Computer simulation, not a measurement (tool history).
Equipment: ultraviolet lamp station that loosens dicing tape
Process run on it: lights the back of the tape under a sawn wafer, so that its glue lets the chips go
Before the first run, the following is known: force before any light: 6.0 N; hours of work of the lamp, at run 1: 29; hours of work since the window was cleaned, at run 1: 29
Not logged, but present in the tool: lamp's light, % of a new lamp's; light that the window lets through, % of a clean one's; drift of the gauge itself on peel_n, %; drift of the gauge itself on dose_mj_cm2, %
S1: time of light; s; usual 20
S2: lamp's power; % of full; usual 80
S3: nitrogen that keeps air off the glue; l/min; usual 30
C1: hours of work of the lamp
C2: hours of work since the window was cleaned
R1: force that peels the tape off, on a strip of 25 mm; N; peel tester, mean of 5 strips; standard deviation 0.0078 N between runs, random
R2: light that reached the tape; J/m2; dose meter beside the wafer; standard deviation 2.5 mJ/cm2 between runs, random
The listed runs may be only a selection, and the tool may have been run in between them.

run 1 hour=0 | S1=20 S2=80 S3=30 | C1=29 C2=29 | R1=0.302 R2=2960
run 2 hour=21.8 | S1=20 S2=80 S3=30 | C1=38 C2=38 | R1=0.307 R2=2970
run 3 hour=50.8 | S1=37 S2=80 S3=30 | C1=50 C2=50 | R1=0.231 R2=5510
run 4 hour=86.4 | S1=37 S2=80 S3=30 | C1=65 C2=65 | R1=0.213 R2=5420
run 5 hour=130.9 | S1=20 S2=80 S3=30 | C1=83 C2=83 | R1=0.33 R2=2920
run 6 hour=166.2 | S1=20 S2=80 S3=30 | C1=98 C2=98 | R1=0.328 R2=2930
run 7 hour=201.1 | S1=20 S2=80 S3=30 | C1=112 C2=112 | R1=0.325 R2=2870
run 8 hour=239.9 | S1=20 S2=80 S3=50 | C1=128 C2=128 | R1=0.295 R2=2810
run 9 hour=268.1 | S1=20 S2=72 S3=50 | C1=140 C2=140 | R1=0.336 R2=2620
run 10 hour=310.2 | S1=36 S2=72 S3=30 | C1=158 C2=158 | R1=0.223 R2=4640
run 11 hour=354.2 | S1=33 S2=90 S3=36 | C1=176 C2=176 | R1=0.23 R2=5260
run 12 hour=392.9 | S1=33 S2=90 S3=36 | C1=192 C2=192 | R1=0.236 R2=5220

Run 13, settings as shown, results not yet in. Your forecast:
run 13 hour=414.8 | S1=26 S2=96 S3=31 | C1=201 C2=201 | R1=? R2=?

{"run 13": {"R1": 0.248, "R2": 4390}}
Without the tool's hidden state the same run would have given R1 0.244 N, R2 4720 J/m2.
